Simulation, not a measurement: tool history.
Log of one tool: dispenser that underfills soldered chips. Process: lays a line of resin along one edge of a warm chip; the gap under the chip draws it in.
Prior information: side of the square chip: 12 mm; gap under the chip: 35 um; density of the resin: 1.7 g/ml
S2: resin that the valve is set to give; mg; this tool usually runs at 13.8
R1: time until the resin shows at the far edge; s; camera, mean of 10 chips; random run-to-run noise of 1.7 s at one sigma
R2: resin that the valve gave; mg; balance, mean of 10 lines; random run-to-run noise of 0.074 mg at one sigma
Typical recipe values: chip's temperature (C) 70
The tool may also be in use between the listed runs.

Run 1, hour 0: usual settings. Result: R1 219.6 s, R2 13.39 mg.
Run 2, hour 5: usual settings. Result: R1 292 s, R2 13.33 mg.
Run 3, hour 11.3: usual settings but chip's temperature (C) 76. Result: R1 345.9 s, R2 13.37 mg.
At hour 11.9: new syringe of resin.
Run 4, hour 16.4: usual settings but chip's temperature (C) 76. Result: R1 180.1 s, R2 13.35 mg.
Run 5, hour 21.5: usual settings but chip's temperature (C) 76. Result: R1 248.9 s, R2 13.54 mg.
At hour 27.8: new syringe of resin.
Run 6, hour 27.9: usual settings but chip's temperature (C) 76. Result: R1 142.2 s, R2 13.47 mg.
Run 7, hour 33.4: usual settings but S2 13.7 mg. Result: R1 243.3 s, R2 13.31 mg.
Run 8, hour 40.1: usual settings but chip's temperature (C) 62, S2 14.9 mg. Result: R1 466.1 s, R2 14.27 mg.
At hour 43.7: new syringe of resin.
Run 9, hour 44.8: usual settings but chip's temperature (C) 83. Result: R1 118.6 s, R2 13.26 mg.
Run 10, hour 49.4: usual settings but S2 13.5 mg. Result: R1 236.6 s, R2 13.02 mg.
Run 11, hour 52.6: usual settings but S2 13.5 mg. Result: R1 289.4 s, R2 13.02 mg.

Predict each of these 3 candidate next runs independently; none follows another, all start after run 11:
Run A, hour 59.1: usual settings but chip's temperature (C) 67, S2 13.5 mg. Result: R1 ?, R2 ?.
Run B, hour 59.1: usual settings but chip's temperature (C) 55, S2 17 mg. Result: R1 ?, R2 ?.
Run C, hour 59.1: usual settings but chip's temperature (C) 66, S2 17.8 mg. Result: R1 ?, R2 ?.

run     R1     R2
  A  459.2  12.88
  B  692.4  16.44
  C  475.4  17.08
With no hidden state in the tool, these same runs would have given:
run     R1     R2
  A    183  13.42
  B  276.8  17.13
  C    190   17.8

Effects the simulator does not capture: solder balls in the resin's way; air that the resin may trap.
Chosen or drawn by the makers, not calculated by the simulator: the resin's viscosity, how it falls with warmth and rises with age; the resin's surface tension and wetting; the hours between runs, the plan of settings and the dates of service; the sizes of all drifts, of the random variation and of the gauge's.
